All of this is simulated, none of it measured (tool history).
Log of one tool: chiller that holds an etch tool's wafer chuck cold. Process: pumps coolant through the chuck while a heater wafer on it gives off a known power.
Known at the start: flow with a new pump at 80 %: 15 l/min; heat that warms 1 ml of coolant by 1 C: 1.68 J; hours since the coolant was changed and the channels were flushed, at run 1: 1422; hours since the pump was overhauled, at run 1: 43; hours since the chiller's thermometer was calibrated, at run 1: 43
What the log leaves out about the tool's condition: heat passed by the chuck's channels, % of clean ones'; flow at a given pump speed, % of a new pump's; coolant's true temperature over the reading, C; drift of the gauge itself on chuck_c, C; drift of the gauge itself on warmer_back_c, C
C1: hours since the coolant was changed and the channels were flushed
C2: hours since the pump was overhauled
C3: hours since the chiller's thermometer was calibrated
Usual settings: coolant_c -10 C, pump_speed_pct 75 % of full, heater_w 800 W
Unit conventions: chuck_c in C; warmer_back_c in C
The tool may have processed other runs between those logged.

{"run": 1, "day": 0.0, "coolant_c": -10, "pump_speed_pct": 75, "heater_w": 800, "C1": 1422, "C2": 43, "C3": 43, "chuck_c": -4.1, "warmer_back_c": 2.09}
{"run": 2, "day": 1.554, "coolant_c": -10, "pump_speed_pct": 75, "heater_w": 800, "C1": 1460, "C2": 80, "C3": 80, "chuck_c": -3.9, "warmer_back_c": 2.07}
{"run": 3, "day": 3.833, "coolant_c": -10, "pump_speed_pct": 75, "heater_w": 991, "C1": 1514, "C2": 135, "C3": 135, "chuck_c": -2.6, "warmer_back_c": 2.56}
{"run": 4, "day": 6.338, "coolant_c": -10, "pump_speed_pct": 75, "heater_w": 991, "C1": 1575, "C2": 195, "C3": 195, "chuck_c": -2.4, "warmer_back_c": 2.56}
{"run": 5, "day": 9.4, "coolant_c": -10, "pump_speed_pct": 75, "heater_w": 800, "C1": 1648, "C2": 268, "C3": 268, "chuck_c": -4, "warmer_back_c": 2.07}
{"run": 6, "day": 12.858, "coolant_c": -10, "pump_speed_pct": 75, "heater_w": 800, "C1": 1731, "C2": 351, "C3": 351, "chuck_c": -4.2, "warmer_back_c": 2.07}
{"run": 7, "day": 15.671, "coolant_c": -10, "pump_speed_pct": 75, "heater_w": 800, "C1": 1799, "C2": 419, "C3": 419, "chuck_c": -3.9, "warmer_back_c": 2.06}
{"run": 8, "day": 19.179, "coolant_c": -10, "pump_speed_pct": 75, "heater_w": 800, "C1": 1883, "C2": 503, "C3": 503, "chuck_c": -3.9, "warmer_back_c": 2.07}
{"run": 9, "day": 21.942, "coolant_c": -10, "pump_speed_pct": 75, "heater_w": 800, "C1": 1949, "C2": 569, "C3": 569, "chuck_c": -4, "warmer_back_c": 2.04}
{"run": 10, "day": 25.204, "coolant_c": -10, "pump_speed_pct": 75, "heater_w": 800, "C1": 2027, "C2": 648, "C3": 648, "chuck_c": -4.1, "warmer_back_c": 2.08}
{"run": 11, "day": 27.288, "coolant_c": -10, "pump_speed_pct": 75, "heater_w": 800, "C1": 2077, "C2": 698, "C3": 698, "chuck_c": -4.1, "warmer_back_c": 2.02}
{"run": 12, "day": 31.042, "coolant_c": -10, "pump_speed_pct": 75, "heater_w": 800, "C1": 2167, "C2": 788, "C3": 788, "chuck_c": -3.9, "warmer_back_c": 2.05}
{"run": 13, "day": 34.771, "coolant_c": -10, "pump_speed_pct": 75, "heater_w": 800, "C1": 2257, "C2": 877, "C3": 877, "chuck_c": -3.8, "warmer_back_c": 2.06}
{"run": 14, "day": 36.475, "coolant_c": -10, "pump_speed_pct": 75, "heater_w": 800, "C1": 2298, "C2": 918, "C3": 918, "chuck_c": -4, "warmer_back_c": 2.04}
{"run": 15, "day": 38.329, "coolant_c": -10, "pump_speed_pct": 75, "heater_w": 800, "C1": 2342, "C2": 963, "C3": 963, "chuck_c": -3.8, "warmer_back_c": 2.02}
{"run": 16, "day": 40.012, "coolant_c": -10, "pump_speed_pct": 75, "heater_w": 800, "C1": 2383, "C2": 1003, "C3": 1003, "chuck_c": -3.9, "warmer_back_c": 2.09}
{"run": 17, "day": 43.083, "coolant_c": -10, "pump_speed_pct": 73, "heater_w": 800, "C1": 2456, "C2": 1077, "C3": 1077, "chuck_c": -3.8, "warmer_back_c": 2.09}
{"run": 18, "day": 46.446, "coolant_c": -10, "pump_speed_pct": 83, "heater_w": 800, "C1": 2537, "C2": 1158, "C3": 1158, "chuck_c": -4.2, "warmer_back_c": 1.83}
{"run": 19, "day": 48.283, "coolant_c": -17, "pump_speed_pct": 90, "heater_w": 459, "C1": 2581, "C2": 1202, "C3": 1202, "chuck_c": -13.7, "warmer_back_c": 0.98}
{"run": 20, "day": 50.525, "coolant_c": -10, "pump_speed_pct": 97, "heater_w": 800, "C1": 2635, "C2": 1255, "C3": 1255, "chuck_c": -4.7, "warmer_back_c": 1.56}
{"run": 21, "day": 53.788, "coolant_c": -10, "pump_speed_pct": 97, "heater_w": 800, "C1": 2713, "C2": 1334, "C3": 1334, "chuck_c": -4.7, "warmer_back_c": 1.58}
{"run": 22, "day": 55.85, "coolant_c": -10, "pump_speed_pct": 97, "heater_w": 800, "C1": 2763, "C2": 1383, "C3": 1383, "chuck_c": -4.6, "warmer_back_c": 1.54}
{"run": 23, "day": 59.008, "coolant_c": -7, "pump_speed_pct": 61, "heater_w": 1109, "C1": 2839, "C2": 1459, "C3": 1459, "chuck_c": 2.7, "warmer_back_c": 3.65}
{"run": 24, "day": 62.379, "coolant_c": -7, "pump_speed_pct": 61, "heater_w": 1109, "C1": 2920, "C2": 1540, "C3": 1540, "chuck_c": 2.7, "warmer_back_c": 3.53}
{"run": 25, "day": 64.562, "coolant_c": -7, "pump_speed_pct": 61, "heater_w": 1109, "C1": 2972, "C2": 1592, "C3": 1592, "chuck_c": 2.6, "warmer_back_c": 3.57}
{"run": 26, "day": 67.212, "coolant_c": -7, "pump_speed_pct": 61, "heater_w": 1109, "C1": 3036, "C2": 1656, "C3": 1656, "chuck_c": 2.8, "warmer_back_c": 3.56}
{"run": 27, "day": 69.179, "coolant_c": -7, "pump_speed_pct": 61, "heater_w": 1109, "C1": 3083, "C2": 1703, "C3": 1703, "chuck_c": 2.7, "warmer_back_c": 3.59}
{"run": 28, "day": 72.683, "coolant_c": -8, "pump_speed_pct": 93, "heater_w": 566, "C1": 3167, "C2": 1787, "C3": 1787, "chuck_c": -4.1, "warmer_back_c": 1.16}
{"run": 29, "day": 76.004, "coolant_c": -8, "pump_speed_pct": 93, "heater_w": 566, "C1": 3247, "C2": 1867, "C3": 1867, "chuck_c": -4.1, "warmer_back_c": 1.16}
{"run": 30, "day": 77.646, "coolant_c": -10, "pump_speed_pct": 75, "heater_w": 1011, "C1": 3286, "C2": 1906, "C3": 1906, "chuck_c": -2.1, "warmer_back_c": 2.52}
{"run": 31, "day": 80.925, "coolant_c": 0, "pump_speed_pct": 75, "heater_w": 478, "C1": 3365, "C2": 1985, "C3": 1985, "chuck_c": 3.9, "warmer_back_c": 1.17}
{"run": 32, "day": 83.333, "coolant_c": -15, "pump_speed_pct": 90, "heater_w": 478, "C1": 3422, "C2": 2043, "C3": 2043, "chuck_c": -11.6, "warmer_back_c": 0.99}

How would selected steps in chuck_c from run to run divide? Give the signed amount a tool lacking its hidden state would still show from settings, what came in and random variation, and the signed amount left for the hidden state, including any gauge scatter that is not in both of the compared results.
Run 18 -> 19: coolant_c -10 -> -17, pump_speed_pct 83 -> 90, heater_w 800 -> 459. chuck_c -9.5 C: hidden state +0, all else -9.5.
Run 19 -> 20: coolant_c -17 -> -10, pump_speed_pct 90 -> 97, heater_w 459 -> 800. chuck_c +9 C: hidden state +0.1, all else +8.9.
Run 22 -> 23: coolant_c -10 -> -7, pump_speed_pct 97 -> 61, heater_w 800 -> 1109. chuck_c +7.3 C: hidden state +0.2, all else +7.1.
Run 27 -> 28: coolant_c -7 -> -8, pump_speed_pct 61 -> 93, heater_w 1109 -> 566. chuck_c -6.8 C: hidden state -0.2, all else -6.6.
Run 29 -> 30: coolant_c -8 -> -10, pump_speed_pct 93 -> 75, heater_w 566 -> 1011. chuck_c +2 C: hidden state +0.2, all else +1.8.
Run 31 -> 32: coolant_c 0 -> -15, pump_speed_pct 75 -> 90. chuck_c -15.5 C: hidden state +0, all else -15.5.
